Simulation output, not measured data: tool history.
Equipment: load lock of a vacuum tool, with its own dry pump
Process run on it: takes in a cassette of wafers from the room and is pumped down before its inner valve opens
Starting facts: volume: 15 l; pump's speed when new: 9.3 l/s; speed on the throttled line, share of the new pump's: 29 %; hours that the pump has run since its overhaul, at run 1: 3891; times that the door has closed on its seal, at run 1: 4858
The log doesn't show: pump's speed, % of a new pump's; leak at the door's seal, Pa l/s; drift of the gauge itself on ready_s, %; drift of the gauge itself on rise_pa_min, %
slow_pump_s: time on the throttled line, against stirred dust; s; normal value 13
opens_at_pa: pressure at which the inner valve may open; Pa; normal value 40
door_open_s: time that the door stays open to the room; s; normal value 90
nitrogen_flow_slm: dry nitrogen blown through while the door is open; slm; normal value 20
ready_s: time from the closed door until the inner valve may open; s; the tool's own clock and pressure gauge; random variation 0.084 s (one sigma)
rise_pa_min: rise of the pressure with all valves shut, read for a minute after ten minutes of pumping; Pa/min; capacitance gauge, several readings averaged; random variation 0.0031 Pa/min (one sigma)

run    hour  slow_pump_s  opens_at_pa  door_open_s  nitrogen_flow_slm  hours that the pump has run since its overhaul  times that the door has closed on its seal  incoming humidity of the room's air, %  ready_s  rise_pa_min
  1     0.0           13           40           90                 20                                            3891                                        4858                                    42.5    21.85        0.073
  2   225.8           13           40           90                 20                                            4117                                        5165                                    43.8    22.00        0.073
  3   421.9           22           40           90                 20                                            4313                                        5432                                    48.3    28.50        0.076
  4   560.8           22           40           90                 20                                            4452                                        5621                                    47.2    28.51        0.077
  5   778.9           22           40           90                 20                                            4670                                        5918                                    50.2    28.42        0.087
  6   938.0           22           40           90                 20                                            4830                                        6134                                    45.2    28.42        0.080
  7  1136.0           13           40           90                 20                                            5027                                        6404                                    45.0    22.11        0.080
  8  1275.9            6           40           90                 20                                            5167                                        6594                                    45.9    17.11        0.082
  9  1404.6            6           40           90                 20                                            5296                                        6769                                    44.3    17.19        0.073
 10  1641.2           13           40           90                 20                                            5533                                        7091                                    45.9    22.06        0.075
 11  1789.8           13           40           90                 20                                            5681                                        7293                                    46.5    22.20        0.080
 12  1979.0           13           40           90                 20                                            5870                                        7551                                    44.2    22.22        0.079
 13  2180.2           13           40           90                  4                                            6072                                        7825                                    47.5    22.13        0.130
 14  2377.8           13           40           90                  4                                            6269                                        8094                                    46.8    22.28        0.131
 15  2552.2           13           40           90                  4                                            6444                                        8331                                    44.6    22.22        0.128
 16  2781.2           13           40           90                  4                                            6673                                        8642                                    48.0    21.98        0.137
 17  2942.9           12           76           36                  8                                            6834                                        8863                                    45.0    20.33        0.069
 18  3104.8           11           37           50                 12                                            6996                                        9083                                    44.5    20.95        0.076
 19  3249.0           13           40           42                 26                                            7140                                        9279                                    45.3    22.18        0.057
 20  3432.4            9           34           60                 17                                            7324                                        9528                                    45.5    19.78        0.071
 21  3544.7            9           34           60                 14                                            7436                                        9681                                    46.9    19.65        0.079
 22  3702.2            9           34           60                 14                                            7594                                        9896                                    46.3    19.67        0.077
 23  3875.8            9           34           60                 14                                            7767                                       10132                                    41.6    19.70        0.075
 24  3988.0            9           34           60                 14                                            7880                                       10285                                    46.2    19.68        0.082
 25  4181.1            9           34           60                 14                                            8073                                       10547                                    45.6    19.80        0.081
 26  4332.2           21           29           97                  7                                            8224                                       10753                                    46.0    28.53        0.130
 27  4566.4           26           40           32                 20                                            8458                                       11072                                    47.6    31.40        0.059
 28  4721.8           26           40           32                 20                                            8613                                       11283                                    44.4    31.25        0.058
 29  4922.5           26           57          145                 20                                            8814                                       11556                                    45.4    30.84        0.116
 30  5129.7           15           36           90                 20                                            9021                                       11838                                    44.6    24.01        0.087

What if the next run were any one of these 4? Each begins from the tool's condition after run 30:
  A  5304.5           10           57           90                 20                                            9196                                       12076                                    43.4        ?            ?
  B  5304.5            7           35           90                 20                                            9196                                       12076                                    46.7        ?            ?
  C  5304.5           13           40          128                 20                                            9196                                       12076                                    46.9        ?            ?
  D  5304.5            6           40           90                 25                                            9196                                       12076                                    43.3        ?            ?

run  ready_s  rise_pa_min
  A    19.71        0.083
  B    18.42        0.093
  C    22.38        0.111
  D    17.37        0.074
Stripped of hidden state, with their random variation kept, the same runs would have yielded:
run  ready_s  rise_pa_min
  A    19.29        0.056
  B    17.93        0.065
  C    21.95        0.083
  D    16.88        0.046

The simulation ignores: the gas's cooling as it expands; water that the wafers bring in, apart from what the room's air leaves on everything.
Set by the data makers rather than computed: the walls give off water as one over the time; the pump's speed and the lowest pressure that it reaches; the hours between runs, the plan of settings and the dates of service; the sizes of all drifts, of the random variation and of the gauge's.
